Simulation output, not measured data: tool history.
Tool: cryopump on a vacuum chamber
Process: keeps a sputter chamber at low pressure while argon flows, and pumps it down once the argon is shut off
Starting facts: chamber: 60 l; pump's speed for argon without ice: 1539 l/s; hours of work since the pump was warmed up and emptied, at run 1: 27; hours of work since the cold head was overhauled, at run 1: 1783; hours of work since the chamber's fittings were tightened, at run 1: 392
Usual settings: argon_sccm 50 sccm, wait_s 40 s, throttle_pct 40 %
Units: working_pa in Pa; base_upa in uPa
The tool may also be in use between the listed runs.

| run | hour | argon_sccm | wait_s | throttle_pct | hours of work since the pump was warmed up and emptied | hours of work since the cold head was overhauled | hours of work since the chamber's fittings were tightened | working_pa | base_upa |
|---|---|---|---|---|---|---|---|---|---|
| 1 | 0 | 50 | 40 | 40 | 27 | 1783 | 392 | 0.1386 | 1.42 |
| 2 | 128.5 | 50 | 40 | 42 | 142 | 1898 | 507 | 0.1328 | 1.51 |
| 3 | 258 | 50 | 40 | 42 | 258 | 2014 | 623 | 0.1355 | 1.63 |
| 4 | 359.6 | 50 | 40 | 42 | 349 | 2105 | 714 | 0.1355 | 1.7 |
| 5 | 485.9 | 50 | 40 | 51 | 462 | 2218 | 827 | 0.1167 | 1.73 |
|  | 535.9 | pump warmed up, emptied and cooled again |
| 6 | 614.3 | 50 | 40 | 29 | 70 | 2328 | 937 | 0.1903 | 1.78 |
| 7 | 715 | 50 | 40 | 40 | 160 | 2419 | 1028 | 0.1412 | 1.9 |
| 8 | 789 | 50 | 40 | 40 | 227 | 2485 | 1094 | 0.1424 | 1.96 |
|  | 870 | leaking fittings of the chamber tightened, without venting |
| 9 | 901 | 50 | 40 | 40 | 325 | 2583 | 28 | 0.1439 | 1.18 |
| 10 | 982.1 | 33 | 40 | 40 | 398 | 2656 | 100 | 0.095 | 1.21 |
| 11 | 1096.6 | 33 | 40 | 40 | 501 | 2759 | 203 | 0.0974 | 1.43 |
|  | 1113.7 | pump warmed up, emptied and cooled again |
| 12 | 1179.7 | 87 | 40 | 24 | 59 | 2829 | 273 | 0.4007 | 1.37 |
| 13 | 1296.5 | 87 | 40 | 42 | 164 | 2933 | 378 | 0.2338 | 1.44 |
| 14 | 1398.1 | 24 | 194 | 42 | 255 | 3024 | 469 | 0.0649 | 0.82 |
| 15 | 1524.6 | 24 | 194 | 42 | 368 | 3138 | 582 | 0.0643 | 0.94 |
| 16 | 1577.7 | 91 | 289 | 47 | 416 | 3185 | 629 | 0.2271 | 0.86 |
|  | 1685.9 | pump warmed up, emptied and cooled again |
| 17 | 1702.3 | 91 | 289 | 47 | 15 | 3292 | 737 | 0.2153 | 0.9 |
| 18 | 1772.5 | 50 | 52 | 17 | 78 | 3355 | 800 | 0.3249 | 1.56 |
| 19 | 1828.4 | 50 | 52 | 17 | 128 | 3405 | 850 | 0.3261 | 1.57 |

Here are 3 independent what-if runs from the current tool condition. What would each one return?
| A | 1923.4 | 35 | 265 | 31 | 213 | 3490 | 935 | ? | ? |
| B | 1923.4 | 74 | 40 | 40 | 213 | 3490 | 935 | ? | ? |
| C | 1923.4 | 50 | 37 | 17 | 213 | 3490 | 935 | ? | ? |

| run | working_pa | base_upa |
|---|---|---|
| A | 0.1263 | 1.05 |
| B | 0.209 | 1.86 |
| C | 0.3268 | 1.9 |
Without the tool's hidden state the same runs would have given:
| run | working_pa | base_upa |
|---|---|---|
| A | 0.1232 | 0.29 |
| B | 0.2025 | 1.09 |
| C | 0.3223 | 1.15 |
